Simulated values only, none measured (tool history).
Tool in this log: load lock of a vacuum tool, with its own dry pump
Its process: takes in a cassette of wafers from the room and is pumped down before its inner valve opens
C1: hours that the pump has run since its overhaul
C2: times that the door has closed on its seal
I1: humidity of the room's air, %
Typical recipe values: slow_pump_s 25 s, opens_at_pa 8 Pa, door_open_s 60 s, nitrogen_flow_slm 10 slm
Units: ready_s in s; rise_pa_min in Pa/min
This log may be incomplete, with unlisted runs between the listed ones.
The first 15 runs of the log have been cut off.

run 16 hour=1766.7 | slow_pump_s=45 opens_at_pa=8 door_open_s=60 nitrogen_flow_slm=10 | C1=6199 C2=32266 | I1=43.3 | ready_s=61.8 rise_pa_min=0.36
-- hour=1869.3 door's seal changed, seat wiped
run 17 hour=1893.9 | slow_pump_s=45 opens_at_pa=8 door_open_s=60 nitrogen_flow_slm=10 | C1=6324 C2=46 | I1=43.7 | ready_s=61.3 rise_pa_min=0.05
run 18 hour=2052.4 | slow_pump_s=45 opens_at_pa=8 door_open_s=60 nitrogen_flow_slm=10 | C1=6483 C2=347 | I1=41.7 | ready_s=61.9 rise_pa_min=0.053
run 19 hour=2232 | slow_pump_s=45 opens_at_pa=8 door_open_s=60 nitrogen_flow_slm=10 | C1=6662 C2=687 | I1=46.4 | ready_s=61.6 rise_pa_min=0.057
run 20 hour=2368.3 | slow_pump_s=45 opens_at_pa=8 door_open_s=75 nitrogen_flow_slm=16 | C1=6799 C2=945 | I1=45.8 | ready_s=61.6 rise_pa_min=0.055
run 21 hour=2495.7 | slow_pump_s=25 opens_at_pa=6 door_open_s=78 nitrogen_flow_slm=36 | C1=6926 C2=1186 | I1=45.4 | ready_s=48.2 rise_pa_min=0.043
run 22 hour=2642.5 | slow_pump_s=25 opens_at_pa=8 door_open_s=43 nitrogen_flow_slm=28 | C1=7073 C2=1465 | I1=48.1 | ready_s=46.6 rise_pa_min=0.041
run 23 hour=2819.2 | slow_pump_s=25 opens_at_pa=8 door_open_s=60 nitrogen_flow_slm=12 | C1=7250 C2=1799 | I1=48.3 | ready_s=47 rise_pa_min=0.06
run 24 hour=2977.1 | slow_pump_s=25 opens_at_pa=8 door_open_s=176 nitrogen_flow_slm=28 | C1=7408 C2=2098 | I1=46 | ready_s=47 rise_pa_min=0.056
run 25 hour=3136.5 | slow_pump_s=21 opens_at_pa=13 door_open_s=170 nitrogen_flow_slm=28 | C1=7567 C2=2400 | I1=47.2 | ready_s=42.3 rise_pa_min=0.051
run 26 hour=3216.8 | slow_pump_s=21 opens_at_pa=7 door_open_s=170 nitrogen_flow_slm=28 | C1=7647 C2=2553 | I1=46.8 | ready_s=44.6 rise_pa_min=0.05
run 27 hour=3318.8 | slow_pump_s=29 opens_at_pa=7 door_open_s=79 nitrogen_flow_slm=10 | C1=7749 C2=2746 | I1=46.5 | ready_s=50.7 rise_pa_min=0.064
run 28 hour=3425.3 | slow_pump_s=29 opens_at_pa=7 door_open_s=79 nitrogen_flow_slm=10 | C1=7856 C2=2947 | I1=41.5 | ready_s=50.5 rise_pa_min=0.061
run 29 hour=3569 | slow_pump_s=29 opens_at_pa=7 door_open_s=79 nitrogen_flow_slm=10 | C1=7999 C2=3220 | I1=43.9 | ready_s=50.9 rise_pa_min=0.071
run 30 hour=3653.3 | slow_pump_s=29 opens_at_pa=7 door_open_s=26 nitrogen_flow_slm=10 | C1=8084 C2=3379 | I1=47.2 | ready_s=50.6 rise_pa_min=0.052
run 31 hour=3745.2 | slow_pump_s=29 opens_at_pa=14 door_open_s=26 nitrogen_flow_slm=10 | C1=8176 C2=3554 | I1=44.8 | ready_s=48.3 rise_pa_min=0.056
run 32 hour=3878.2 | slow_pump_s=29 opens_at_pa=14 door_open_s=26 nitrogen_flow_slm=10 | C1=8309 C2=3806 | I1=46.8 | ready_s=48.4 rise_pa_min=0.054
run 33 hour=3970.3 | slow_pump_s=24 opens_at_pa=14 door_open_s=26 nitrogen_flow_slm=21 | C1=8401 C2=3980 | I1=46.7 | ready_s=44.6 rise_pa_min=0.044
run 34 hour=4092.7 | slow_pump_s=20 opens_at_pa=7 door_open_s=103 nitrogen_flow_slm=21 | C1=8523 C2=4212 | I1=44.5 | ready_s=43.9 rise_pa_min=0.061
run 35 hour=4172.6 | slow_pump_s=25 opens_at_pa=8 door_open_s=54 nitrogen_flow_slm=10 | C1=8603 C2=4363 | I1=45 | ready_s=47.5 rise_pa_min=0.065
run 36 hour=4302.9 | slow_pump_s=25 opens_at_pa=8 door_open_s=54 nitrogen_flow_slm=10 | C1=8733 C2=4610 | I1=42.1 | ready_s=47.2 rise_pa_min=0.066
run 37 hour=4463.1 | slow_pump_s=25 opens_at_pa=8 door_open_s=60 nitrogen_flow_slm=22 | C1=8894 C2=4913 | I1=42.2 | ready_s=47.3 rise_pa_min=0.052

What if the next run were any one of these 3? Each begins from the tool's condition after run 37:
run A hour=4621.2 | slow_pump_s=16 opens_at_pa=8 door_open_s=60 nitrogen_flow_slm=9 | C1=9052 C2=5213 | I1=43.7 | ready_s=? rise_pa_min=?
run B hour=4621.2 | slow_pump_s=25 opens_at_pa=13 door_open_s=60 nitrogen_flow_slm=26 | C1=9052 C2=5213 | I1=41.6 | ready_s=? rise_pa_min=?
run C hour=4621.2 | slow_pump_s=25 opens_at_pa=10 door_open_s=61 nitrogen_flow_slm=22 | C1=9052 C2=5213 | I1=42.6 | ready_s=? rise_pa_min=?

run=A ready_s=40.6 rise_pa_min=0.069
run=B ready_s=45.7 rise_pa_min=0.053
run=C ready_s=46.7 rise_pa_min=0.052
What these runs would have given with no unlogged condition in the tool:
run=A ready_s=39.5 rise_pa_min=0.052
run=B ready_s=44.7 rise_pa_min=0.035
run=C ready_s=45.7 rise_pa_min=0.035

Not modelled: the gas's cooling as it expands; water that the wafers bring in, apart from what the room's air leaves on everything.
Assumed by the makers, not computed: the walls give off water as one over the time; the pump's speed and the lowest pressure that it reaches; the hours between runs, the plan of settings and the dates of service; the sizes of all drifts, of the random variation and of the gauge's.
